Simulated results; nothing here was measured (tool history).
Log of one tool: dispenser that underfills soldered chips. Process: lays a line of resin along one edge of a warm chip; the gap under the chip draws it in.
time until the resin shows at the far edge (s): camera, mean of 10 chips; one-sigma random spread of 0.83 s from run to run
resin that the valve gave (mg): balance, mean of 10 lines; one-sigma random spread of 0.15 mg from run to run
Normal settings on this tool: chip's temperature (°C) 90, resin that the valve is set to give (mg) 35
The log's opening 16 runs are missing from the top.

| run | hour | chip's temperature (°C) | resin that the valve is set to give (mg) | time until the resin shows at the far edge (s) | resin that the valve gave (mg) |
|---|---|---|---|---|---|
|  | 103.5 | new syringe of resin |
| 17 | 111.8 | 90 | 43.9 | 100.5 | 42.33 |
|  | 114.5 | dispensing valve cleaned and set on the balance |
|  | 115.7 | new syringe of resin |
| 18 | 122.2 | 90 | 43.9 | 94.3 | 43.77 |
|  | 126.4 | new syringe of resin |
| 19 | 128.3 | 95 | 30.8 | 68.2 | 30.71 |
|  | 137.2 | new syringe of resin |
| 20 | 137.4 | 91 | 44.9 | 70.9 | 44.61 |
| 21 | 145.5 | 91 | 44.9 | 98.2 | 44.48 |
|  | 148 | new syringe of resin |
| 22 | 154.7 | 84 | 32 | 119.3 | 31.64 |
|  | 158.7 | new syringe of resin |
| 23 | 163.1 | 84 | 32 | 106.5 | 31.54 |
| 24 | 168.4 | 87 | 37.2 | 115.3 | 36.68 |
|  | 169.5 | new syringe of resin |
| 25 | 175.3 | 82 | 36.9 | 118.6 | 36.05 |
|  | 180.3 | new syringe of resin |
| 26 | 182 | 94 | 42.4 | 69.5 | 41.58 |
| 27 | 188 | 103 | 31.3 | 67.3 | 30.3 |
|  | 191.2 | new syringe of resin |
| 28 | 192.2 | 98 | 37.2 | 58.4 | 36.13 |
| 29 | 200.4 | 82 | 34.5 | 138.8 | 33.48 |
|  | 201.8 | new syringe of resin |
| 30 | 208.1 | 96 | 39.2 | 74.8 | 37.91 |
|  | 212.7 | new syringe of resin |
| 31 | 217 | 91 | 32.3 | 87.1 | 31.09 |
|  | 221.2 | dispensing valve cleaned and set on the balance |
|  | 224.6 | new syringe of resin |
| 32 | 227 | 76 | 44.7 | 127.8 | 44.76 |
| 33 | 234 | 76 | 36.3 | 173.4 | 35.8 |
|  | 235.4 | new syringe of resin |
| 34 | 242.3 | 102 | 35.7 | 62.9 | 35.15 |
|  | 246.4 | new syringe of resin |
| 35 | 248.4 | 102 | 35.7 | 53 | 35.46 |

Forecast each of these 3 alternatives for the next run:
| A | 253 | 95 | 43.3 | ? | ? |
| B | 253 | 76 | 40.4 | ? | ? |
| C | 253 | 93 | 35 | ? | ? |

| run | time until the resin shows at the far edge (s) | resin that the valve gave (mg) |
|---|---|---|
| A | 79.6 | 42.72 |
| B | 147.7 | 39.78 |
| C | 85.1 | 34.49 |
The same runs, with their run-to-run variation unchanged, on a tool lacking any hidden condition would have given:
| run | time until the resin shows at the far edge (s) | resin that the valve gave (mg) |
|---|---|---|
| A | 66.2 | 43.27 |
| B | 123.9 | 40.3 |
| C | 70.7 | 34.94 |
